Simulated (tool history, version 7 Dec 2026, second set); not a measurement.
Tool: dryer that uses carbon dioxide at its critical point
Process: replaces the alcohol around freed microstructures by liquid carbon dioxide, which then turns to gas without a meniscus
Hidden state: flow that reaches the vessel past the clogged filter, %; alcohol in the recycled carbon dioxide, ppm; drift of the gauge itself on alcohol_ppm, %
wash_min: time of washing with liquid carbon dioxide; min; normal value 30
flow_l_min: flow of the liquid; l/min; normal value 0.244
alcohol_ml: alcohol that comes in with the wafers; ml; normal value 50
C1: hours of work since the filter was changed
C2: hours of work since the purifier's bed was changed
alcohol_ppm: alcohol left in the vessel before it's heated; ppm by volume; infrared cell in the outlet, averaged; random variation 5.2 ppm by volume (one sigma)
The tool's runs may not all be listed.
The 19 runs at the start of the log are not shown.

{"run": 20, "hour": 500.3, "wash_min": 30, "flow_l_min": 0.349, "alcohol_ml": 50, "C1": 68, "C2": 318, "alcohol_ppm": 68}
{"run": 21, "hour": 534.0, "wash_min": 33, "flow_l_min": 0.244, "alcohol_ml": 50, "C1": 79, "C2": 330, "alcohol_ppm": 111}
{"run": 22, "hour": 558.1, "wash_min": 33, "flow_l_min": 0.244, "alcohol_ml": 50, "C1": 87, "C2": 338, "alcohol_ppm": 123}
{"run": 23, "hour": 574.6, "wash_min": 44, "flow_l_min": 0.302, "alcohol_ml": 50, "C1": 93, "C2": 343, "alcohol_ppm": 51}
{"run": 24, "hour": 606.4, "wash_min": 44, "flow_l_min": 0.302, "alcohol_ml": 50, "C1": 103, "C2": 354, "alcohol_ppm": 63}
{"run": 25, "hour": 640.9, "wash_min": 44, "flow_l_min": 0.334, "alcohol_ml": 27, "C1": 115, "C2": 366, "alcohol_ppm": 63}
{"run": 26, "hour": 657.6, "wash_min": 44, "flow_l_min": 0.23, "alcohol_ml": 39, "C1": 121, "C2": 372, "alcohol_ppm": 66}
{"run": 27, "hour": 673.5, "wash_min": 21, "flow_l_min": 0.244, "alcohol_ml": 36, "C1": 126, "C2": 377, "alcohol_ppm": 570}
{"run": 28, "hour": 701.0, "wash_min": 19, "flow_l_min": 0.195, "alcohol_ml": 50, "C1": 135, "C2": 386, "alcohol_ppm": 2482}
{"run": 29, "hour": 722.5, "wash_min": 19, "flow_l_min": 0.195, "alcohol_ml": 50, "C1": 143, "C2": 394, "alcohol_ppm": 2511}
{"run": 30, "hour": 757.9, "wash_min": 19, "flow_l_min": 0.195, "alcohol_ml": 50, "C1": 155, "C2": 405, "alcohol_ppm": 2530}
{"run": 31, "hour": 790.3, "wash_min": 30, "flow_l_min": 0.244, "alcohol_ml": 22, "C1": 166, "C2": 416, "alcohol_ppm": 130}
{"run": 32, "hour": 824.7, "wash_min": 30, "flow_l_min": 0.244, "alcohol_ml": 22, "C1": 177, "C2": 428, "alcohol_ppm": 123}
{"run": 33, "hour": 841.0, "wash_min": 30, "flow_l_min": 0.38, "alcohol_ml": 50, "C1": 183, "C2": 434, "alcohol_ppm": 74}
{"run": 34, "hour": 856.1, "wash_min": 37, "flow_l_min": 0.397, "alcohol_ml": 69, "C1": 188, "C2": 439, "alcohol_ppm": 61}
{"run": 35, "hour": 876.3, "wash_min": 27, "flow_l_min": 0.389, "alcohol_ml": 68, "C1": 195, "C2": 446, "alcohol_ppm": 73}
{"run": 36, "hour": 901.2, "wash_min": 30, "flow_l_min": 0.177, "alcohol_ml": 48, "C1": 203, "C2": 454, "alcohol_ppm": 749}
{"run": 37, "hour": 934.4, "wash_min": 39, "flow_l_min": 0.282, "alcohol_ml": 81, "C1": 214, "C2": 465, "alcohol_ppm": 77}
{"run": 38, "hour": 953.1, "wash_min": 30, "flow_l_min": 0.244, "alcohol_ml": 20, "C1": 221, "C2": 472, "alcohol_ppm": 124}
{"run": 39, "hour": 981.4, "wash_min": 30, "flow_l_min": 0.244, "alcohol_ml": 20, "C1": 230, "C2": 481, "alcohol_ppm": 131}
{"run": 40, "hour": 999.5, "wash_min": 30, "flow_l_min": 0.244, "alcohol_ml": 20, "C1": 236, "C2": 487, "alcohol_ppm": 130}
{"run": 41, "hour": 1016.5, "wash_min": 30, "flow_l_min": 0.152, "alcohol_ml": 50, "C1": 242, "C2": 493, "alcohol_ppm": 1480}
{"run": 42, "hour": 1053.0, "wash_min": 30, "flow_l_min": 0.152, "alcohol_ml": 50, "C1": 254, "C2": 505, "alcohol_ppm": 1473}
{"run": 43, "hour": 1071.2, "wash_min": 26, "flow_l_min": 0.252, "alcohol_ml": 50, "C1": 261, "C2": 511, "alcohol_ppm": 316}

Consider 3 possible next runs. They are alternatives, not a sequence: every one starts from the tool as it was left by run 43. What does each give?
{"run": "A", "hour": 1094.7, "wash_min": 26, "flow_l_min": 0.261, "alcohol_ml": 85, "C1": 269, "C2": 519, "alcohol_ppm": "?"}
{"run": "B", "hour": 1094.7, "wash_min": 43, "flow_l_min": 0.405, "alcohol_ml": 111, "C1": 269, "C2": 519, "alcohol_ppm": "?"}
{"run": "C", "hour": 1094.7, "wash_min": 21, "flow_l_min": 0.163, "alcohol_ml": 87, "C1": 269, "C2": 519, "alcohol_ppm": "?"}

run=A alcohol_ppm=410
run=B alcohol_ppm=77
run=C alcohol_ppm=6045
The same runs, with their run-to-run variation unchanged, on a tool lacking any hidden condition would have given:
run=A alcohol_ppm=255
run=B alcohol_ppm=1
run=C alcohol_ppm=5211

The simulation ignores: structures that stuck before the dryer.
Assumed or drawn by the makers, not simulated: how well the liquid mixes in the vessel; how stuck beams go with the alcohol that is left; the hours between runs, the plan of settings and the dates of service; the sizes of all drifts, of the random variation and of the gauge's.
